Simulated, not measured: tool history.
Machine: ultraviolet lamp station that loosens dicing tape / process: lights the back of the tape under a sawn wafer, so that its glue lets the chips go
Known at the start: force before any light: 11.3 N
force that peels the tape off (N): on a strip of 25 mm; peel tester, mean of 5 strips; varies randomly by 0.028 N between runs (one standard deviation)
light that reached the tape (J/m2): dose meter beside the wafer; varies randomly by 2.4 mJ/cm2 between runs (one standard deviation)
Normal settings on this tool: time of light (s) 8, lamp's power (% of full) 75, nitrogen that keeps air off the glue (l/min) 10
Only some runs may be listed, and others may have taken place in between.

run,hour,time of light (s),lamp's power (% of full),nitrogen that keeps air off the glue (l/min),force that peels the tape off (N),light that reached the tape (J/m2)
1,0.0,8,75,10,2.379,1800
2,15.5,6,75,10,3.483,1340
3,46.0,6,75,10,3.584,1300
4,64.8,6,75,10,3.614,1300
5,92.9,6,75,10,3.840,1290
6,120.0,6,75,10,3.698,1330
7,153.1,6,75,10,3.924,1230
8,180.0,6,85,10,3.347,1400
9,195.6,6,85,10,3.403,1360
10,212.2,6,85,10,3.587,1340
11,238.2,4,85,10,5.257,880
12,252.5,6,75,10,4.157,1140
13,286.1,6,75,10,4.257,1120
14,317.7,8,60,7,4.575,1180
15,345.3,8,60,7,4.613,1170
16,360.6,6,79,4,5.421,1160
17,385.2,7,73,4,4.891,1400
18,405.0,7,73,4,5.041,1390
19,422.0,8,68,10,3.109,1460

Between the runs listed above, the log contained 2 entries, not reproduced here. Where in the sequence does each belong, and how does what the log doesn't record of the tool's condition differ from the listed run before to the listed run after?
Run 8 -> run 9: window cleaned of glue's vapour (hour 182.3)
  lamp's light, % of a new lamp's: 71 -> 70.7; light that the window lets through, % of a clean one's: 93.2 -> 91
  measured minus no-state result, force that peels the tape off (N): +1.495 -> +1.587; light that reached the tape (J/m2): -710 -> -750
Run 16 -> run 17: window cleaned of glue's vapour, once more (hour 373.8)
  lamp's light, % of a new lamp's: 67.5 -> 67.1; light that the window lets through, % of a clean one's: 87.5 -> 99.3
  measured minus no-state result, force that peels the tape off (N): +2.064 -> +1.678; light that reached the tape (J/m2): -800 -> -710
